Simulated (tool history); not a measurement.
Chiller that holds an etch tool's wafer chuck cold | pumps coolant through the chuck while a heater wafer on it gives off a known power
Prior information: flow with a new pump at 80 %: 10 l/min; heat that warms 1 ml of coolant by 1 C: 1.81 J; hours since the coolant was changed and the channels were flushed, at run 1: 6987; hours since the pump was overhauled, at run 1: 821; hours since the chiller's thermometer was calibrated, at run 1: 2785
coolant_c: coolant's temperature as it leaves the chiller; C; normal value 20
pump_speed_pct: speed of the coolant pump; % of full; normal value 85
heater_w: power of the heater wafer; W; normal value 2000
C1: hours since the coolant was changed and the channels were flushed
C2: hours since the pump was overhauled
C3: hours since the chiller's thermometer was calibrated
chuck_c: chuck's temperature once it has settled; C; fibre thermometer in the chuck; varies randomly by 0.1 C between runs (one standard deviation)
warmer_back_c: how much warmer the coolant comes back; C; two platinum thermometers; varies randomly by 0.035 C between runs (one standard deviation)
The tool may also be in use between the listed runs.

run 1 hour=0 | coolant_c=20 pump_speed_pct=85 heater_w=2000 | C1=6987 C2=821 C3=2785 | chuck_c=45 warmer_back_c=6.32
run 2 hour=14.5 | coolant_c=20 pump_speed_pct=85 heater_w=2000 | C1=7002 C2=835 C3=2799 | chuck_c=44.8 warmer_back_c=6.25
run 3 hour=45 | coolant_c=20 pump_speed_pct=62 heater_w=2000 | C1=7032 C2=866 C3=2830 | chuck_c=51.4 warmer_back_c=8.69
run 4 hour=70.1 | coolant_c=20 pump_speed_pct=62 heater_w=2000 | C1=7058 C2=891 C3=2855 | chuck_c=51.5 warmer_back_c=8.73
run 5 hour=87.1 | coolant_c=20 pump_speed_pct=62 heater_w=2000 | C1=7075 C2=908 C3=2872 | chuck_c=51.4 warmer_back_c=8.7
-- hour=105.3 chiller's thermometer calibrated
run 6 hour=115.5 | coolant_c=20 pump_speed_pct=62 heater_w=2000 | C1=7102 C2=935 C3=10 | chuck_c=52 warmer_back_c=8.72
run 7 hour=142.8 | coolant_c=16 pump_speed_pct=62 heater_w=2803 | C1=7129 C2=963 C3=38 | chuck_c=60.7 warmer_back_c=12.25
run 8 hour=158.7 | coolant_c=17 pump_speed_pct=69 heater_w=2000 | C1=7145 C2=979 C3=53 | chuck_c=46.4 warmer_back_c=7.79
run 9 hour=183.8 | coolant_c=20 pump_speed_pct=83 heater_w=1941 | C1=7170 C2=1004 C3=79 | chuck_c=45.2 warmer_back_c=6.34
run 10 hour=214.8 | coolant_c=20 pump_speed_pct=83 heater_w=1941 | C1=7201 C2=1035 C3=110 | chuck_c=45.1 warmer_back_c=6.27
run 11 hour=238.8 | coolant_c=20 pump_speed_pct=83 heater_w=2251 | C1=7225 C2=1059 C3=134 | chuck_c=49.2 warmer_back_c=7.31

Below are 3 alternative next runs, each starting from the tool's condition after run 11. Predict each:
run A hour=265.6 | coolant_c=20 pump_speed_pct=86 heater_w=2000 | C1=7252 C2=1085 C3=160 | chuck_c=? warmer_back_c=?
run B hour=265.6 | coolant_c=20 pump_speed_pct=89 heater_w=1714 | C1=7252 C2=1085 C3=160 | chuck_c=? warmer_back_c=?
run C hour=265.6 | coolant_c=14 pump_speed_pct=93 heater_w=1746 | C1=7252 C2=1085 C3=160 | chuck_c=? warmer_back_c=?

run=A chuck_c=45.3 warmer_back_c=6.22
run=B chuck_c=41.1 warmer_back_c=5.21
run=C chuck_c=35 warmer_back_c=5.02
Had the tool no hidden state, the same runs would have come out as:
run=A chuck_c=41.4 warmer_back_c=6.1
run=B chuck_c=37.9 warmer_back_c=5.1
run=C chuck_c=31.8 warmer_back_c=4.92
